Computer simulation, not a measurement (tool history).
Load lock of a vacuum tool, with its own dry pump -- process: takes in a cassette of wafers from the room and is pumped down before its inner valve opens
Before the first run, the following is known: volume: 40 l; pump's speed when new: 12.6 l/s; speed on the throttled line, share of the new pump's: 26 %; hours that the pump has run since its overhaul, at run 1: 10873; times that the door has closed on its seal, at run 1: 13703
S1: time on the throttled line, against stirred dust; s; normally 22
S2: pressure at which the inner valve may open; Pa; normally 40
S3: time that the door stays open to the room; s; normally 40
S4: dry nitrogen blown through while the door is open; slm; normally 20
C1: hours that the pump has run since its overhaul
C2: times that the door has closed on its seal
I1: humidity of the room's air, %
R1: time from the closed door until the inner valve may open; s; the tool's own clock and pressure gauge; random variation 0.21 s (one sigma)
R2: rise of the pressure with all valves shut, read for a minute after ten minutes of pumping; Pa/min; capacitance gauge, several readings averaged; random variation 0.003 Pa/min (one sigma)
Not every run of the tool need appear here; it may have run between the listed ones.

run,day,S1,S2,S3,S4,C1,C2,I1,R1,R2
1,0.000,22,40,40,20,10873,13703,44.5,42.4,0.090
2,8.671,22,40,40,20,11081,14319,45.4,43.2,0.092
3,16.658,22,40,40,20,11273,14886,42.6,42.9,0.095
4,22.725,22,40,40,11,11418,15317,42.7,42.5,0.104
5,26.638,22,40,40,11,11512,15595,44.2,42.8,0.105
6,30.725,22,40,40,11,11610,15885,45.3,43.3,0.110
7,37.571,22,40,40,11,11774,16371,44.8,42.7,0.108
8,42.054,22,40,40,20,11882,16690,40.6,42.9,0.094
9,48.171,22,40,40,20,12029,17124,47.5,42.7,0.104
10,52.646,22,40,40,20,12136,17442,41.1,43.3,0.105
11,58.346,22,40,40,5,12273,17846,46.0,43.0,0.129
12,65.858,22,40,40,5,12453,18380,43.9,42.9,0.129
13,75.038,14,36,60,12,12674,19032,47.2,37.8,0.139
14,84.717,14,36,60,12,12906,19719,44.2,37.7,0.137
15,90.071,15,40,40,20,13035,20099,46.7,38.1,0.122
16,98.083,22,34,40,7,13227,20668,46.3,43.1,0.144
17,102.708,22,34,40,7,13338,20996,45.0,44.1,0.141
18,111.708,22,34,40,7,13554,21636,45.4,43.4,0.146
19,117.246,22,34,40,7,13687,22029,45.3,43.6,0.145
20,124.946,12,49,40,14,13872,22576,48.4,35.3,0.136

The next listed run, before its measurement:
21,130.942,12,61,39,14,14015,23001,45.6,?,?

{"run 21": {"R1": 34.8, "R2": 0.146}}
With the hidden condition absent and the run-to-run variation left alone, this run would have shown R1 32.6 s, R2 0.049 Pa/min.

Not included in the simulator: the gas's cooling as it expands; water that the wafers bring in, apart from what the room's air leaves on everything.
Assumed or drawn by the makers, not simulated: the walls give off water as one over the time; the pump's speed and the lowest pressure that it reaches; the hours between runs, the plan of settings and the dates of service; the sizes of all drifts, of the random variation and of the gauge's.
